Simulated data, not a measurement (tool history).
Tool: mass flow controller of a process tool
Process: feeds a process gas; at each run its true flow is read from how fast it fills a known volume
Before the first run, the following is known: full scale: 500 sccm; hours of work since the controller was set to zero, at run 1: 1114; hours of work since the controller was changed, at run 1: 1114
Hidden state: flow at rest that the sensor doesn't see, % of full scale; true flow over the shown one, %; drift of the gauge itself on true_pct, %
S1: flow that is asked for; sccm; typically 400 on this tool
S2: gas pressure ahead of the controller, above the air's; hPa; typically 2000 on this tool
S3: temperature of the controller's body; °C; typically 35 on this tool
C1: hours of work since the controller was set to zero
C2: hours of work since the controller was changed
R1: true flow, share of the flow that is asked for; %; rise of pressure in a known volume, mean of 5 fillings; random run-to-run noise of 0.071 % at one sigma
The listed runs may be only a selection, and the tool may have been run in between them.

run,day,S1,S2,S3,C1,C2,R1
1,0,400,2000,35,1114,1114,100.29
2,3.096,400,2000,35,1157,1157,100.26
3,7.671,400,2000,32,1220,1220,100.3
4,11.112,400,2000,32,1268,1268,100.32
5,18.558,400,2000,32,1371,1371,100.33
6,25.896,400,2000,35,1473,1473,100.41
7,31.642,400,2000,35,1552,1552,100.59
8,34.825,400,2000,35,1596,1596,100.52
9,38.404,400,2000,35,1646,1646,100.51
10,43.192,400,2000,35,1712,1712,100.57
11,47.9,400,2000,35,1777,1777,100.54
12,53.546,400,2000,35,1856,1856,100.79
13,58.979,209,2100,22,1931,1931,99.87
14,63.238,209,2100,22,1990,1990,99.77
15,69.825,209,2100,22,2081,2081,99.88
16,76.804,209,2100,22,2178,2178,99.9
# day 77.204: controller's zero set anew
17,82.738,209,2100,22,77,2260,100.41
18,90.262,488,2000,28,181,2364,101.34
19,94.583,124,1650,29,241,2424,101.72
20,101.058,124,1650,29,331,2514,101.8
# day 107.708: controller's zero set anew, once more
21,107.708,124,1650,29,0,2606,99.1
22,111.758,382,2480,35,56,2662,99.86
23,116.738,50,1920,22,125,2731,98.99

Each row is a separate what-if for the run after 23, all from the same tool condition, not one after another. Results?
A,122.279,58,2070,35,202,2807,?
B,122.279,323,2270,35,202,2807,?
C,122.279,57,2560,39,202,2807,?

run,R1
A,99.37
B,99.81
C,99.22
Without the tool's hidden state the same runs would have given:
run,R1
A,97.95
B,99.08
C,97.78
